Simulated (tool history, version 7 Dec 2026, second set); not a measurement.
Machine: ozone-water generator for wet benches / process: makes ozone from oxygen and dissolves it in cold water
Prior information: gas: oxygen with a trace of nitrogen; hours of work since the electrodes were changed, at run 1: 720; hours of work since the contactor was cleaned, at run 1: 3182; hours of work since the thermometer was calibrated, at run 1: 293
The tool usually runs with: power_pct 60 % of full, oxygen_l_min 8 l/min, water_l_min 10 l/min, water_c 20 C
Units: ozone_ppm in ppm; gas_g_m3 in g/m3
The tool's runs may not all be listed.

| run | hour | power_pct | oxygen_l_min | water_l_min | water_c | hours of work since the electrodes were changed | hours of work since the contactor was cleaned | hours of work since the thermometer was calibrated | ozone_ppm | gas_g_m3 |
|---|---|---|---|---|---|---|---|---|---|---|
| 1 | 0 | 60 | 8 | 10 | 20 | 720 | 3182 | 293 | 27 | 193.3 |
| 2 | 50.7 | 60 | 8 | 10 | 20 | 770 | 3232 | 343 | 27.3 | 194.6 |
| 3 | 141.4 | 75 | 8 | 10 | 20 | 860 | 3321 | 432 | 31.5 | 225.5 |
| 4 | 203.3 | 60 | 8 | 7 | 20 | 920 | 3382 | 493 | 31.1 | 191.9 |
| 5 | 287.9 | 60 | 8 | 7 | 20 | 1004 | 3465 | 576 | 31.3 | 192.5 |
| 6 | 331.7 | 60 | 8 | 7 | 20 | 1047 | 3508 | 619 | 31.3 | 192.8 |
| 7 | 386.7 | 60 | 8 | 7 | 16 | 1101 | 3562 | 674 | 34.6 | 190.4 |
| 8 | 454.6 | 60 | 8 | 12 | 20 | 1168 | 3629 | 740 | 24.5 | 190 |
| 9 | 530.9 | 60 | 8 | 12 | 20 | 1243 | 3704 | 815 | 24.4 | 190.3 |
|  | 539.5 | contactor cleaned |
| 10 | 573.6 | 60 | 8 | 12 | 20 | 1281 | 34 | 854 | 24.3 | 190.5 |
| 11 | 623.3 | 42 | 9.16 | 10 | 17 | 1330 | 82 | 902 | 21 | 136.3 |
| 12 | 683.2 | 42 | 9.16 | 10 | 17 | 1389 | 141 | 961 | 20.9 | 138 |
| 13 | 721.3 | 60 | 8 | 13 | 20 | 1426 | 179 | 999 | 23 | 191.7 |
| 14 | 803.5 | 60 | 9.87 | 12 | 20 | 1507 | 260 | 1080 | 22.3 | 164.4 |
| 15 | 881.9 | 60 | 5.08 | 7 | 20 | 1584 | 337 | 1157 | 36.2 | 252.4 |
|  | 966.4 | contactor cleaned, once more |
| 16 | 976.3 | 60 | 5.08 | 7 | 20 | 1673 | 10 | 1246 | 37.9 | 254.2 |
| 17 | 1058.8 | 52 | 13.75 | 15 | 13 | 1754 | 91 | 1327 | 19.5 | 120.5 |
| 18 | 1136.9 | 52 | 13.75 | 15 | 13 | 1831 | 168 | 1404 | 19.3 | 120 |

4 options for the next run, each taken on its own from the tool as it stands now. Forecast them:
| A | 1191.7 | 52 | 13.75 | 14 | 18 | 1885 | 222 | 1458 | ? | ? |
| B | 1191.7 | 52 | 12.37 | 15 | 17 | 1885 | 222 | 1458 | ? | ? |
| C | 1191.7 | 60 | 8 | 10 | 15 | 1885 | 222 | 1458 | ? | ? |
| D | 1191.7 | 95 | 13.75 | 8 | 26 | 1885 | 222 | 1458 | ? | ? |

| run | ozone_ppm | gas_g_m3 |
|---|---|---|
| A | 17.7 | 119.8 |
| B | 18.4 | 129.5 |
| C | 29.9 | 189.2 |
| D | 26.7 | 180.1 |
Had the tool no hidden state, the same runs would have come out as:
| run | ozone_ppm | gas_g_m3 |
|---|---|---|
| A | 18.6 | 125.3 |
| B | 19.4 | 135.4 |
| C | 31.7 | 198.9 |
| D | 28.8 | 192.8 |

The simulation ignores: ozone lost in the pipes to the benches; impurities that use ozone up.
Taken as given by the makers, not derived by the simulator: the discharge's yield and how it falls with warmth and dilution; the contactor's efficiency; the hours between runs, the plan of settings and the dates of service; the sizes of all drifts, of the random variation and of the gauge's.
